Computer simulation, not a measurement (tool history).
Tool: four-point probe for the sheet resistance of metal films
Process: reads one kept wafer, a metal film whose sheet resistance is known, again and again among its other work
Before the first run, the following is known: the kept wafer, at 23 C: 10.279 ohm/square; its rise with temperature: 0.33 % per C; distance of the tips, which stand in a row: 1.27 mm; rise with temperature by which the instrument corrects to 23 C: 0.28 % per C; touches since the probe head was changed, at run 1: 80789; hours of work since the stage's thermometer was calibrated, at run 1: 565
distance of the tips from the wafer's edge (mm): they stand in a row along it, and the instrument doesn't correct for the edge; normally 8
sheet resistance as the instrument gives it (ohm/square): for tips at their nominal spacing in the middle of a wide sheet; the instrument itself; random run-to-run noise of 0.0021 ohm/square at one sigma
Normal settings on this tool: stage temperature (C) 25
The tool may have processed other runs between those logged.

run	hour	stage temperature (C)	distance of the tips from the wafer's edge (mm)	touches since the probe head was changed	hours of work since the stage's thermometer was calibrated	sheet resistance as the instrument gives it (ohm/square)
1	0	25	8	80789	565	10.531067
2	26.1	25	4	81737	585	10.924937
3	56.6	25	37	82845	608	10.403619
4	79.5	25	37	83674	625	10.398467
5	97.4	25	37	84327	639	10.403208
6	117.8	25	8	85065	655	10.538339
# hour 155.5: new probe head fitted
7	160.7	25	8	190	686	10.439038
8	200.4	24	8	1632	717	10.435734
9	231.9	28	8	2776	740	10.457673
10	255.1	19	8	3618	758	10.414212
11	274.4	25	13	4319	773	10.358564
12	305.8	25	8	5459	797	10.445995
13	339	25	8	6663	822	10.451302
14	365.9	25	8	7641	842	10.450771
15	392.8	25	22	8618	863	10.333312
16	426.2	25	8	9829	888	10.450068
17	468.7	25	8	11374	920	10.455996
18	504.7	25	8	12680	948	10.463021
19	534.5	25	8	13764	970	10.457816
20	564.5	25	8	14851	993	10.459455
21	587.3	25	8	15681	1010	10.460227
# hour 591.6: stage's thermometer calibrated
22	627.8	25	8	17135	28	10.460689
23	663.7	25	17	18438	55	10.355977
24	689.5	25	52	19372	74	10.326226
25	729.2	29	16	20816	105	10.385672
26	770	32	8	22296	136	10.502801
27	790.1	32	8	23027	151	10.510721
28	808.3	18	62	23686	165	10.292519
# hour 825.4: stage's thermometer calibrated, once more
29	848.6	26	29	25133	18	10.361123
30	889.8	26	29	26629	49	10.359445
31	919.3	26	29	27702	71	10.365064
32	945.9	32	8	28666	92	10.521646
33	981.4	26	12	29955	118	10.416662
34	1021.1	21	9	31396	149	10.446547
35	1043.9	21	9	32226	166	10.445243
36	1064.3	21	9	32966	181	10.437797
37	1104	31	33	34408	212	10.399034
38	1136	31	33	35571	236	10.39623
39	1167.2	29	6	36702	260	10.626125
40	1211.1	35	5	38296	293	10.766191
41	1234.1	26	27	39133	310	10.379505
42	1276.6	26	27	40676	343	10.381289
43	1298.6	26	27	41474	359	10.382121
44	1318.2	26	27	42188	374	10.385286

Below are 3 alternative next runs, each starting from the tool's condition after run 44. Predict each:
A	1345.9	20	17	43192	395	?
B	1345.9	26	8	43192	395	?
C	1345.9	25	18	43192	395	?

run	sheet resistance as the instrument gives it (ohm/square)
A	10.374162
B	10.515024
C	10.395393
With no hidden state in the tool, these same runs would have given:
run	sheet resistance as the instrument gives it (ohm/square)
A	10.294926
B	10.434751
C	10.315969
